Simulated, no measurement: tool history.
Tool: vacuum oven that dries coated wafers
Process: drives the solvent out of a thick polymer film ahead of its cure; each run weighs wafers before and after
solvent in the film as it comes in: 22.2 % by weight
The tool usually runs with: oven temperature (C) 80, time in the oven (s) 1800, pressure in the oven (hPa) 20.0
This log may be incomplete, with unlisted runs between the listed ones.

run,hour,oven temperature (C),time in the oven (s),pressure in the oven (hPa),solvent left in the film (%)
1,0.0,80,1800,20.0,6.47
2,10.8,80,2820,20.0,4.01
3,16.5,80,1320,20.0,8.30
4,24.6,80,1800,20.0,6.53
5,31.3,80,1800,20.0,6.52
6,40.9,91,1800,20.0,2.93
7,52.3,91,1800,20.0,2.97
8,57.9,91,1800,20.0,2.85
9,69.7,91,1800,20.0,2.89
10,81.4,91,1800,20.0,2.87
11,94.1,91,1800,20.0,2.86
12,102.9,91,1800,20.0,2.98
13,113.2,91,1800,20.0,2.96
14,123.9,80,1800,27.2,7.08
15,131.3,83,1140,10.0,7.60
16,141.4,85,1560,14.6,5.28
17,152.8,74,2640,14.6,6.35
18,161.7,77,1620,14.6,8.01
19,171.1,77,1620,14.6,8.15
20,184.0,68,900,77.2,18.19
21,197.0,68,900,77.2,18.26
22,205.5,71,1800,18.2,10.18
23,211.8,71,1800,18.2,10.12
24,217.5,73,1800,20.0,9.44
25,230.4,94,1980,19.1,2.05
26,236.2,94,1980,19.1,1.98
27,245.0,80,960,70.3,13.05

Below are 5 alternative next runs, each starting from the tool's condition after run 27. Predict each:
A,255.5,74,1680,20.0,?
B,255.5,67,1800,20.0,?
C,255.5,82,960,70.3,?
D,255.5,78,2760,20.0,?
E,255.5,84,1620,10.3,?

run,solvent left in the film (%)
A,9.46
B,11.97
C,12.12
D,5.10
E,5.09
Had the tool no hidden state, the same runs would have come out as:
run,solvent left in the film (%)
A,8.55
B,11.08
C,11.26
D,4.31
E,4.33
